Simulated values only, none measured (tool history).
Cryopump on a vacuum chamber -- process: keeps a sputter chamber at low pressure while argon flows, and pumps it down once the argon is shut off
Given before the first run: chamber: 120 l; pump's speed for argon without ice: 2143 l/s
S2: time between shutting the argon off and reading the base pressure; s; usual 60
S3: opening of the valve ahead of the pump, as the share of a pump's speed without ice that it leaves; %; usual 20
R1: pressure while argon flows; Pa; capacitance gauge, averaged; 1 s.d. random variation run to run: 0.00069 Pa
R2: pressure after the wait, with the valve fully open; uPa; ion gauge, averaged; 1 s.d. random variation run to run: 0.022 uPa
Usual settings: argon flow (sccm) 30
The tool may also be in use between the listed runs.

{"run": 1, "hour": 0.0, "argon flow (sccm)": 30, "S2": 60, "S3": 20, "R1": 0.1235, "R2": 1.19}
{"run": 2, "hour": 8.7, "argon flow (sccm)": 30, "S2": 60, "S3": 23, "R1": 0.1115, "R2": 1.2}
{"run": 3, "hour": 25.4, "argon flow (sccm)": 30, "S2": 60, "S3": 23, "R1": 0.1085, "R2": 1.2}
{"run": 4, "hour": 38.1, "argon flow (sccm)": 30, "S2": 60, "S3": 20, "R1": 0.125, "R2": 1.25}
{"run": 5, "hour": 56.3, "argon flow (sccm)": 46, "S2": 60, "S3": 20, "R1": 0.1923, "R2": 1.23}
{"run": 6, "hour": 69.4, "argon flow (sccm)": 46, "S2": 60, "S3": 20, "R1": 0.193, "R2": 1.22}
{"run": 7, "hour": 84.9, "argon flow (sccm)": 18, "S2": 153, "S3": 20, "R1": 0.0755, "R2": 0.92}
{"hour": 93.6, "done": "pump warmed up, emptied and cooled again"}
{"run": 8, "hour": 102.5, "argon flow (sccm)": 18, "S2": 136, "S3": 38, "R1": 0.0376, "R2": 0.76}
{"run": 9, "hour": 117.4, "argon flow (sccm)": 15, "S2": 104, "S3": 52, "R1": 0.0226, "R2": 0.9}
{"run": 10, "hour": 129.5, "argon flow (sccm)": 30, "S2": 80, "S3": 22, "R1": 0.1083, "R2": 0.88}

Forecast each of these 5 alternatives for the next run:
{"run": "A", "hour": 147.9, "argon flow (sccm)": 30, "S2": 213, "S3": 56, "R1": "?", "R2": "?"}
{"run": "B", "hour": 147.9, "argon flow (sccm)": 55, "S2": 117, "S3": 22, "R1": "?", "R2": "?"}
{"run": "C", "hour": 147.9, "argon flow (sccm)": 14, "S2": 27, "S3": 17, "R1": "?", "R2": "?"}
{"run": "D", "hour": 147.9, "argon flow (sccm)": 28, "S2": 36, "S3": 21, "R1": "?", "R2": "?"}
{"run": "E", "hour": 147.9, "argon flow (sccm)": 25, "S2": 80, "S3": 43, "R1": "?", "R2": "?"}

run=A R1=0.0417 R2=0.74
run=B R1=0.1975 R2=0.86
run=C R1=0.0658 R2=1.63
run=D R1=0.1068 R2=1.36
run=E R1=0.0458 R2=0.97
Had the tool no hidden state, the same runs would have come out as:
run=A R1=0.041 R2=0.27
run=B R1=0.1962 R2=0.4
run=C R1=0.0655 R2=1.17
run=D R1=0.1062 R2=0.91
run=E R1=0.0452 R2=0.5
